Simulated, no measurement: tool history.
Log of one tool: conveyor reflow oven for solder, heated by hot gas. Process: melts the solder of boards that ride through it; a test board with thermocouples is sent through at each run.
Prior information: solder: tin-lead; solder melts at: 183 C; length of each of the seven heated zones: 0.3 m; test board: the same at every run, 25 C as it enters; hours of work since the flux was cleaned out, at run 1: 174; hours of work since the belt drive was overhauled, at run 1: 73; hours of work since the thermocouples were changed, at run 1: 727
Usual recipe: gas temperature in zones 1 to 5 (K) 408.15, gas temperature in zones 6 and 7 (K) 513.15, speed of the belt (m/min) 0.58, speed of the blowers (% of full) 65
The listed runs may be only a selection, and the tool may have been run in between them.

run	day	gas temperature in zones 1 to 5 (K)	gas temperature in zones 6 and 7 (K)	speed of the belt (m/min)	speed of the blowers (% of full)	hours of work since the flux was cleaned out	hours of work since the belt drive was overhauled	hours of work since the thermocouples were changed	highest temperature of the board (K)	time above the solder's melting point (s)
1	0	408.15	513.15	0.58	65	174	73	727	492.65	46.7
2	0.362	408.15	513.15	0.58	65	179	77	732	492.95	47.1
3	0.662	408.15	513.15	0.58	65	182	81	736	492.55	47.1
4	0.904	408.15	513.15	0.627	65	185	84	739	489.35	41.4
5	1.108	408.15	513.15	0.627	65	188	87	741	489.45	41.3
6	1.388	408.15	513.15	0.627	65	191	90	745	489.45	40.8
7	1.817	408.15	513.15	0.627	65	197	96	750	489.85	41.2
8	2.229	419.15	513.15	0.58	65	202	101	755	494.35	51.3
9	2.446	408.15	513.15	0.58	65	205	104	758	492.45	46.4
10	2.729	408.15	513.15	0.64	65	208	107	762	488.85	39.7
11	2.942	394.15	513.15	0.58	65	211	110	764	489.55	41.6
12	3.35	394.15	513.15	0.58	65	216	115	770	489.55	41.6
13	3.804	408.15	513.15	0.485	65	222	121	775	497.35	60.6
14	4.196	408.15	513.15	0.58	65	227	126	780	492.55	46.5
15	4.429	408.15	513.15	0.58	65	230	129	783	492.25	46.8
16	4.7	408.15	513.15	0.58	65	233	132	787	492.15	46.7
17	4.988	408.15	513.15	0.58	65	237	136	790	492.05	46.5
18	5.317	408.15	513.15	0.58	65	241	140	794	492.25	46.8
19	5.662	397.15	515.15	0.58	65	245	144	799	491.65	43.4
20	5.846	408.15	515.15	0.615	65	248	147	801	491.35	43.5
21	6.288	408.15	515.15	0.615	65	253	152	807	491.25	43.3
22	6.642	400.15	513.15	0.645	65	258	157	811	486.55	35.8
23	6.996	405.15	508.15	0.562	69	262	161	816	489.95	46
24	7.288	397.15	525.15	0.627	52	266	165	819	491.05	38.5
25	7.742	400.15	513.15	0.489	50	272	170	825	491.55	52.3
26	8.071	400.15	513.15	0.489	50	276	175	829	490.75	52.1
27	8.342	408.15	513.15	0.58	51	279	178	833	486.25	42
28	8.788	393.15	513.15	0.58	51	285	184	838	482.95	35.2
29	9.05	393.15	513.15	0.58	51	288	187	842	482.95	35.2
30	9.296	393.15	513.15	0.58	51	291	190	845	482.35	35
31	9.746	413.15	523.15	0.58	76	297	196	850	504.15	54.8
32	9.967	413.15	523.15	0.58	76	300	199	853	504.85	54.8

Here are 3 independent what-if runs from the current tool condition. What would each one return?
A	10.271	415.15	513.15	0.58	65	304	202	857	?	?
B	10.271	408.15	518.15	0.58	60	304	202	857	?	?
C	10.271	419.15	523.15	0.631	76	304	202	857	?	?

run	highest temperature of the board (K)	time above the solder's melting point (s)
A	493.35	48.9
B	494.35	47.6
C	502.75	51.2
Without the tool's unlogged condition, the same runs would have read:
run	highest temperature of the board (K)	time above the solder's melting point (s)
A	496.65	50.8
B	497.85	49.5
C	506.55	52.5
